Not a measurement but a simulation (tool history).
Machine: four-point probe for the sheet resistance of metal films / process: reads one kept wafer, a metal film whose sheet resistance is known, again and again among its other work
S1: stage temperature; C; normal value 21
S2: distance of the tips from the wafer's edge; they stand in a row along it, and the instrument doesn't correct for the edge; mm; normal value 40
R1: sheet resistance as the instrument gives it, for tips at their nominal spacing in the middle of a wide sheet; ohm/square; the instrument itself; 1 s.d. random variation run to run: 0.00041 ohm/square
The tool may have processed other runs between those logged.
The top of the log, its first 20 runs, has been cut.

| run | hour | S1 | S2 | R1 |
|---|---|---|---|---|
| 21 | 2040 | 25 | 8 | 2.061789 |
| 22 | 2145.9 | 23 | 42 | 2.0462 |
| 23 | 2216.3 | 28 | 8 | 2.059256 |
| 24 | 2309.4 | 30 | 67 | 2.039719 |
| 25 | 2435.8 | 30 | 67 | 2.03996 |
| 26 | 2545.9 | 31 | 40 | 2.038996 |
| 27 | 2601.2 | 21 | 53 | 2.045643 |
| 28 | 2677.7 | 22 | 29 | 2.046546 |
| 29 | 2751.6 | 22 | 29 | 2.045744 |
| 30 | 2867.9 | 20 | 24 | 2.047287 |
| 31 | 2964.7 | 19 | 15 | 2.050999 |
| 32 | 3021.1 | 21 | 14 | 2.049233 |
|  | 3075.4 | new probe head fitted |
|  | 3114.3 | stage's thermometer calibrated |
| 33 | 3143.5 | 21 | 14 | 2.075369 |
| 34 | 3228.8 | 21 | 64 | 2.069985 |
| 35 | 3362.1 | 27 | 3 | 2.179532 |

Run 36 is up next; what results do you expect?
| 36 | 3422.7 | 19 | 37 | ? |

{"run 36": {"R1": 2.070283}}
Had the tool carried no hidden state, the very same run would have given R1 2.06288 ohm/square.

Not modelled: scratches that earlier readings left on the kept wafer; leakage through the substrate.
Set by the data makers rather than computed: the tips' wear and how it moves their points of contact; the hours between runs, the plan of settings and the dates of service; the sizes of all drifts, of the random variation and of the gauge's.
